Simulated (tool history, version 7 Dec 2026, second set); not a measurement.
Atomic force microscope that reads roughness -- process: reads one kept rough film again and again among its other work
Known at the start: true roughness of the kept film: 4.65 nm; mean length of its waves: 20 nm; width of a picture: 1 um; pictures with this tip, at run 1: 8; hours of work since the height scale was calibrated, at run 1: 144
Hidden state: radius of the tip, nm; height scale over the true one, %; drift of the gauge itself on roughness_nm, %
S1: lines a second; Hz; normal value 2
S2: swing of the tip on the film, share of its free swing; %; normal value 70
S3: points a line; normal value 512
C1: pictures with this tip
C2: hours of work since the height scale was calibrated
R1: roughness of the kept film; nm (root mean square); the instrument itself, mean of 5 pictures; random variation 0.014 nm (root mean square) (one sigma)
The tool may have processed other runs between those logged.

| run | day | S1 | S2 | S3 | C1 | C2 | R1 |
|---|---|---|---|---|---|---|---|
| 1 | 0 | 2 | 70 | 512 | 8 | 144 | 3.132 |
| 2 | 0.475 | 2 | 70 | 512 | 17 | 149 | 2.945 |
| 3 | 0.696 | 2 | 70 | 512 | 21 | 151 | 2.894 |
| 4 | 1.229 | 2 | 70 | 512 | 31 | 156 | 2.719 |
| 5 | 1.688 | 2 | 70 | 512 | 40 | 161 | 2.608 |
| 6 | 2.212 | 2 | 70 | 512 | 49 | 166 | 2.493 |
| 7 | 2.446 | 2 | 70 | 423 | 54 | 168 | 2.406 |
| 8 | 2.742 | 2 | 70 | 423 | 59 | 171 | 2.367 |
| 9 | 3.079 | 2 | 70 | 512 | 66 | 174 | 2.318 |
| 10 | 3.508 | 2 | 70 | 512 | 74 | 179 | 2.246 |
| 11 | 3.971 | 2 | 70 | 512 | 82 | 183 | 2.163 |
| 12 | 4.233 | 2 | 70 | 512 | 87 | 186 | 2.096 |
| 13 | 4.542 | 2 | 70 | 512 | 93 | 189 | 2.063 |
| 14 | 4.917 | 2 | 70 | 512 | 100 | 193 | 1.992 |
| 15 | 5.192 | 2 | 70 | 269 | 105 | 195 | 1.909 |
| 16 | 5.596 | 2 | 70 | 605 | 113 | 199 | 1.881 |
| 17 | 5.938 | 2 | 70 | 605 | 119 | 203 | 1.833 |
|  | 6.008 | height scale calibrated on a step standard |
| 18 | 6.342 | 2 | 70 | 512 | 126 | 3 | 1.811 |
|  | 6.421 | new tip fitted |
| 19 | 6.796 | 2 | 82 | 512 | 7 | 8 | 3.121 |
| 20 | 7.062 | 2 | 82 | 512 | 12 | 10 | 3.007 |
|  | 7.538 | height scale calibrated on a step standard, once more |
| 21 | 7.575 | 3.51 | 58 | 671 | 21 | 0 | 2.961 |
| 22 | 7.975 | 3.51 | 58 | 671 | 28 | 4 | 2.871 |
| 23 | 8.35 | 3.51 | 58 | 671 | 35 | 8 | 2.748 |
| 24 | 8.817 | 3.51 | 60 | 295 | 44 | 13 | 2.552 |
| 25 | 9.129 | 3.18 | 74 | 924 | 50 | 16 | 2.467 |
| 26 | 9.471 | 1.85 | 79 | 379 | 56 | 19 | 2.386 |
| 27 | 9.867 | 1.85 | 79 | 379 | 64 | 23 | 2.302 |
| 28 | 10.379 | 1.85 | 79 | 379 | 73 | 28 | 2.206 |
| 29 | 10.929 | 1.85 | 79 | 379 | 83 | 34 | 2.094 |
| 30 | 11.296 | 1.85 | 79 | 379 | 90 | 37 | 2.034 |
| 31 | 11.642 | 1.85 | 79 | 379 | 97 | 41 | 1.969 |
| 32 | 12.167 | 0.83 | 84 | 434 | 106 | 46 | 1.946 |
| 33 | 12.583 | 1.76 | 60 | 712 | 114 | 50 | 1.949 |
| 34 | 12.912 | 0.97 | 74 | 441 | 120 | 53 | 1.872 |
|  | 13.279 | new tip fitted |
| 35 | 13.483 | 3.56 | 55 | 625 | 4 | 59 | 3.305 |
| 36 | 14.012 | 3.56 | 55 | 625 | 14 | 64 | 3.108 |
| 37 | 14.421 | 3.56 | 55 | 625 | 21 | 68 | 2.982 |
| 38 | 14.871 | 3.94 | 55 | 557 | 30 | 72 | 2.824 |

Each row is a separate what-if for the run after 38, all from the same tool condition, not one after another. Results?
| A | 15.275 | 0.92 | 62 | 408 | 37 | 76 | ? |
| B | 15.275 | 1.14 | 55 | 557 | 37 | 76 | ? |
| C | 15.275 | 2 | 70 | 639 | 37 | 76 | ? |
| D | 15.275 | 3.95 | 70 | 331 | 37 | 76 | ? |
| E | 15.275 | 3.76 | 56 | 598 | 37 | 76 | ? |

| run | R1 |
|---|---|
| A | 2.735 |
| B | 2.771 |
| C | 2.705 |
| D | 2.567 |
| E | 2.72 |
With no hidden state in the tool, these same runs would have given:
| run | R1 |
|---|---|
| A | 3.427 |
| B | 3.473 |
| C | 3.391 |
| D | 3.217 |
| E | 3.407 |

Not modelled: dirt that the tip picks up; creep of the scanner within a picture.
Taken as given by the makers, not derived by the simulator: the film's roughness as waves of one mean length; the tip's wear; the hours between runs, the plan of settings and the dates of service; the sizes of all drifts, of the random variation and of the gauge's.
